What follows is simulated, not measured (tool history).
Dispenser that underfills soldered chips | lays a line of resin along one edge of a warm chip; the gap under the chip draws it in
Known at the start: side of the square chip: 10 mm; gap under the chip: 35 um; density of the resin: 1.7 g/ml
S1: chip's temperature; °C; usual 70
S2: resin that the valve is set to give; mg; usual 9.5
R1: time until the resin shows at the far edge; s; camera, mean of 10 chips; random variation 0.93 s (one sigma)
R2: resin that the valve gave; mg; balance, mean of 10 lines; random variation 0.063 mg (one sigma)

Run 1, day 0: usual settings. Result: R1 169.5 s, R2 9.31 mg.
Run 2, day 0.142: usual settings. Result: R1 208.1 s, R2 9.21 mg.
At day 0.254: new syringe of resin.
Run 3, day 0.254: usual settings but S1 82 °C. Result: R1 53.2 s, R2 9.4 mg.
Run 4, day 0.433: usual settings but S1 82 °C. Result: R1 65.4 s, R2 9.23 mg.
Run 5, day 0.562: usual settings but S1 82 °C, S2 11.88 mg. Result: R1 77.3 s, R2 11.68 mg.
Run 6, day 0.729: usual settings but S1 82 °C, S2 11.88 mg. Result: R1 93.6 s, R2 11.53 mg.
Run 7, day 0.875: usual settings but S1 82 °C, S2 9.49 mg. Result: R1 116.9 s, R2 9.24 mg.
At day 1.012: new syringe of resin.
Run 8, day 1.042: usual settings but S1 82 °C, S2 9.49 mg. Result: R1 55 s, R2 9.26 mg.
Run 9, day 1.242: usual settings. Result: R1 118.8 s, R2 9.19 mg.
Run 10, day 1.4: usual settings but S1 79 °C. Result: R1 99.8 s, R2 9.26 mg.
Run 11, day 1.6: usual settings but S1 57 °C. Result: R1 342.5 s, R2 9.24 mg.
At day 1.771: new syringe of resin.
Run 12, day 1.792: usual settings but S1 57 °C. Result: R1 172.1 s, R2 9.24 mg.
Run 13, day 1.962: usual settings but S1 57 °C. Result: R1 211 s, R2 9.28 mg.
Run 14, day 2.171: usual settings but S2 8.17 mg. Result: R1 152.5 s, R2 7.91 mg.
Run 15, day 2.308: usual settings but S2 8.17 mg. Result: R1 185.1 s, R2 7.92 mg.
At day 2.525: new syringe of resin.
Run 16, day 2.525: usual settings but S1 55 °C, S2 11.37 mg. Result: R1 178.2 s, R2 10.9 mg.
Run 17, day 2.625: usual settings but S1 60 °C, S2 11.37 mg. Result: R1 157.3 s, R2 10.98 mg.
Run 18, day 2.783: usual settings but S1 60 °C, S2 11.37 mg. Result: R1 191.8 s, R2 10.9 mg.
Run 19, day 2.908: usual settings but S1 60 °C, S2 11.37 mg. Result: R1 225.9 s, R2 10.99 mg.
Run 20, day 3.117: usual settings but S1 60 °C, S2 11.37 mg. Result: R1 294.7 s, R2 10.94 mg.
Run 21, day 3.208: usual settings but S1 62 °C, S2 11.37 mg. Result: R1 295.8 s, R2 10.89 mg.
At day 3.279: new syringe of resin.
Run 22, day 3.383: usual settings but S1 62 °C, S2 11.37 mg. Result: R1 147.6 s, R2 10.87 mg.
Run 23, day 3.588: usual settings but S1 62 °C, S2 11.37 mg. Result: R1 188.3 s, R2 10.96 mg.
Run 24, day 3.712: usual settings but S1 83 °C. Result: R1 89.6 s, R2 9.02 mg.
Run 25, day 3.821: usual settings but S1 73 °C. Result: R1 157.2 s, R2 9.08 mg.

Forecast each of these 5 alternatives for the next run:
Run A, day 4.021: usual settings but S1 61 °C, S2 11.29 mg. Result: R1 ?, R2 ?.
Run B, day 4.021: usual settings but S1 58 °C, S2 12.16 mg. Result: R1 ?, R2 ?.
Run C, day 4.021: usual settings but S2 11.04 mg. Result: R1 ?, R2 ?.
Run D, day 4.021: usual settings but S1 73 °C, S2 8.7 mg. Result: R1 ?, R2 ?.
Run E, day 4.021: usual settings but S2 9.94 mg. Result: R1 ?, R2 ?.

run     R1     R2
  A  343.4  10.81
  B  391.1  11.56
  C    228  10.55
  D  205.5    8.3
  E    227   9.34
Without the tool's hidden state the same runs would have given:
run     R1     R2
  A  131.7  11.31
  B  150.3   12.1
  C   87.5  11.04
  D   78.9   8.69
  E   87.6   9.78
